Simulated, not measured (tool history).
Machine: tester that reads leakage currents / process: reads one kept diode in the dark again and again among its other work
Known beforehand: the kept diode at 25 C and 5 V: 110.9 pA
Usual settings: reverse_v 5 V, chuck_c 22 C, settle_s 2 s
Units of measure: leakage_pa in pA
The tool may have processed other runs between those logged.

run,hour,reverse_v,chuck_c,settle_s,leakage_pa
1,0,5,22,2,91.85
2,78.8,5,22,2,92.33
3,166.9,5,22,2,92.97
4,243.1,5,22,2,93.13
5,321.6,5,22,2,93.35
6,377,5,22,2.64,93.63
7,426.2,5,22,2.64,93.51
8,498.8,5,22,2.64,93.93
9,587.7,5,22,2.64,94
10,656.8,5,21,2.64,87.31
11,746.2,5,54,2,1086.41
12,801.3,1.04,22,2,48.99
13,859.6,1.07,22,2,49.66
14,927.4,1.07,22,2,49.58
15,1013.4,1.07,22,2,50.01
# hour 1039.3: chuck's temperature calibrated
16,1055.3,1.07,22,2,48.91
17,1103.2,1.07,27,2,74.07
18,1191,1.07,27,2.56,74.12
19,1248,3.35,37,7.6,263.03
20,1307.3,3.35,37,7.6,262.38
21,1359.4,8.39,30,2,223.93
22,1398.4,1.4,51,1.16,525.63
23,1463.6,1.4,51,1.16,525.58
24,1542.9,1.4,54,1.16,650.08
25,1579.3,1.4,54,1.16,652.94
26,1664.6,1.4,54,1.16,655.94
27,1743.4,1.4,54,1.16,652.59
28,1785,1.4,54,1.16,651.95
29,1859.7,1.4,54,0.38,658.68
30,1940.9,3.69,57,2,1194.91
31,1994.7,1.3,46,2,361.14
32,2032.4,1.24,46,9.6,353.92
33,2113.8,1.24,46,9.6,354.65
34,2167,1.24,30,0.83,103.53
35,2211.9,7.65,51,2,1058.99
36,2258.8,7.65,22,3.1,120.56

What if the next run were any one of these 3? Each begins from the tool's condition after run 36:
A,2322.4,1.87,22,3.1,?
B,2322.4,5.93,42,7.53,?
C,2322.4,1.1,29,9.32,?

run,leakage_pa
A,64.56
B,499.66
C,91.09
What these runs would have given with no unlogged condition in the tool:
run,leakage_pa
A,58.17
B,466.8
C,84.75
